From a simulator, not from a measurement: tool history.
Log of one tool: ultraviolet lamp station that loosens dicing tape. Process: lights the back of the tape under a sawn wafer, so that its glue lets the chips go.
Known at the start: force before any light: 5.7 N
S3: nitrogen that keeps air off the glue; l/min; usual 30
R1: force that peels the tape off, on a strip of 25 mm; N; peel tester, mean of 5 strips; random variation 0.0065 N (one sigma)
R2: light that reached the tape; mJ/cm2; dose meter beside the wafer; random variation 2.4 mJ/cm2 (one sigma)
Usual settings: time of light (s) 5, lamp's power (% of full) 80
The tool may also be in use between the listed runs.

run 1 day=0 | time_of_light_(s)=5 lamp's_power_(%_of_full)=80 S3=30 | R1=0.339 R2=223
run 2 day=1.438 | time_of_light_(s)=5 lamp's_power_(%_of_full)=80 S3=30 | R1=0.353 R2=220
run 3 day=2.733 | time_of_light_(s)=5 lamp's_power_(%_of_full)=80 S3=30 | R1=0.351 R2=216
run 4 day=3.879 | time_of_light_(s)=4 lamp's_power_(%_of_full)=80 S3=30 | R1=0.627 R2=168
run 5 day=5.65 | time_of_light_(s)=4 lamp's_power_(%_of_full)=80 S3=30 | R1=0.634 R2=169
run 6 day=7.229 | time_of_light_(s)=5 lamp's_power_(%_of_full)=80 S3=30 | R1=0.411 R2=202
run 7 day=8.25 | time_of_light_(s)=5 lamp's_power_(%_of_full)=80 S3=30 | R1=0.425 R2=200
run 8 day=10.292 | time_of_light_(s)=5 lamp's_power_(%_of_full)=98 S3=30 | R1=0.263 R2=240
-- day=11.762 window cleaned of glue's vapour
run 9 day=11.767 | time_of_light_(s)=5 lamp's_power_(%_of_full)=98 S3=30 | R1=0.335 R2=222
run 10 day=13.333 | time_of_light_(s)=5 lamp's_power_(%_of_full)=98 S3=30 | R1=0.355 R2=221
run 11 day=15.504 | time_of_light_(s)=5 lamp's_power_(%_of_full)=99 S3=30 | R1=0.346 R2=212
run 12 day=17.396 | time_of_light_(s)=5 lamp's_power_(%_of_full)=99 S3=20 | R1=0.472 R2=210
-- day=18.146 window cleaned of glue's vapour, once more
run 13 day=19.7 | time_of_light_(s)=5 lamp's_power_(%_of_full)=80 S3=20 | R1=0.424 R2=219
run 14 day=21.054 | time_of_light_(s)=5 lamp's_power_(%_of_full)=80 S3=30 | R1=0.351 R2=212
run 15 day=23.304 | time_of_light_(s)=5 lamp's_power_(%_of_full)=80 S3=30 | R1=0.404 R2=208
run 16 day=25.438 | time_of_light_(s)=5 lamp's_power_(%_of_full)=80 S3=30 | R1=0.412 R2=209
run 17 day=27.296 | time_of_light_(s)=5 lamp's_power_(%_of_full)=80 S3=30 | R1=0.417 R2=202
run 18 day=28.333 | time_of_light_(s)=5 lamp's_power_(%_of_full)=80 S3=30 | R1=0.437 R2=198
run 19 day=29.546 | time_of_light_(s)=5 lamp's_power_(%_of_full)=80 S3=30 | R1=0.439 R2=199
run 20 day=31.238 | time_of_light_(s)=2 lamp's_power_(%_of_full)=65 S3=11 | R1=2.772 R2=61
run 21 day=32.992 | time_of_light_(s)=6 lamp's_power_(%_of_full)=89 S3=30 | R1=0.24 R2=256
run 22 day=34.629 | time_of_light_(s)=5 lamp's_power_(%_of_full)=75 S3=30 | R1=0.564 R2=176
run 23 day=36.804 | time_of_light_(s)=5 lamp's_power_(%_of_full)=75 S3=30 | R1=0.614 R2=171
-- day=38.85 window cleaned of glue's vapour
run 24 day=38.979 | time_of_light_(s)=5 lamp's_power_(%_of_full)=83 S3=16 | R1=0.483 R2=216
run 25 day=40.212 | time_of_light_(s)=6 lamp's_power_(%_of_full)=80 S3=13 | R1=0.383 R2=245
run 26 day=42.017 | time_of_light_(s)=4 lamp's_power_(%_of_full)=66 S3=23 | R1=1.101 R2=134
run 27 day=44.254 | time_of_light_(s)=3 lamp's_power_(%_of_full)=80 S3=56 | R1=1.047 R2=118
run 28 day=46.221 | time_of_light_(s)=3 lamp's_power_(%_of_full)=68 S3=23 | R1=1.629 R2=100
run 29 day=48.25 | time_of_light_(s)=10 lamp's_power_(%_of_full)=92 S3=28 | R1=0.088 R2=430
run 30 day=49.317 | time_of_light_(s)=7 lamp's_power_(%_of_full)=88 S3=30 | R1=0.176 R2=284
run 31 day=51.646 | time_of_light_(s)=5 lamp's_power_(%_of_full)=63 S3=20 | R1=1.001 R2=141
run 32 day=52.667 | time_of_light_(s)=5 lamp's_power_(%_of_full)=63 S3=20 | R1=1.015 R2=140
run 33 day=54.733 | time_of_light_(s)=2 lamp's_power_(%_of_full)=92 S3=30 | R1=1.939 R2=79
run 34 day=56.917 | time_of_light_(s)=8 lamp's_power_(%_of_full)=64 S3=13 | R1=0.516 R2=216
run 35 day=58.9 | time_of_light_(s)=5 lamp's_power_(%_of_full)=65 S3=18 | R1=1.091 R2=133
-- day=59.567 window cleaned of glue's vapour
run 36 day=60.154 | time_of_light_(s)=2 lamp's_power_(%_of_full)=99 S3=14 | R1=1.848 R2=95
run 37 day=61.908 | time_of_light_(s)=2 lamp's_power_(%_of_full)=99 S3=14 | R1=1.907 R2=93
run 38 day=63.638 | time_of_light_(s)=2 lamp's_power_(%_of_full)=80 S3=11 | R1=2.578 R2=75

Hidden state or all else? Some run-to-run changes of R1, split into what the settings, what came in and random variation would give without the hidden state, and what is left for the hidden state (with any gauge scatter that isn't in both results):
The hidden state here: lamp's light, % of a new lamp's; light that the window lets through, % of a clean one's; drift of the gauge itself on peel_n, %; drift of the gauge itself on dose_mj_cm2, %.
Run 19 -> 20: time of light (s) 5 -> 2, lamp's power (% of full) 80 -> 65, S3 30 -> 11. R1 +2.333 N: hidden state +0.402, all else +1.931.
Run 20 -> 21: time of light (s) 2 -> 6, lamp's power (% of full) 65 -> 89, S3 11 -> 30. R1 -2.532 N: hidden state -0.497, all else -2.035.
Run 28 -> 29: time of light (s) 3 -> 10, lamp's power (% of full) 68 -> 92, S3 23 -> 28. R1 -1.541 N: hidden state -0.602, all else -0.939.
Run 33 -> 34: time of light (s) 2 -> 8, lamp's power (% of full) 92 -> 64, S3 30 -> 13. R1 -1.423 N: hidden state -0.483, all else -0.94.
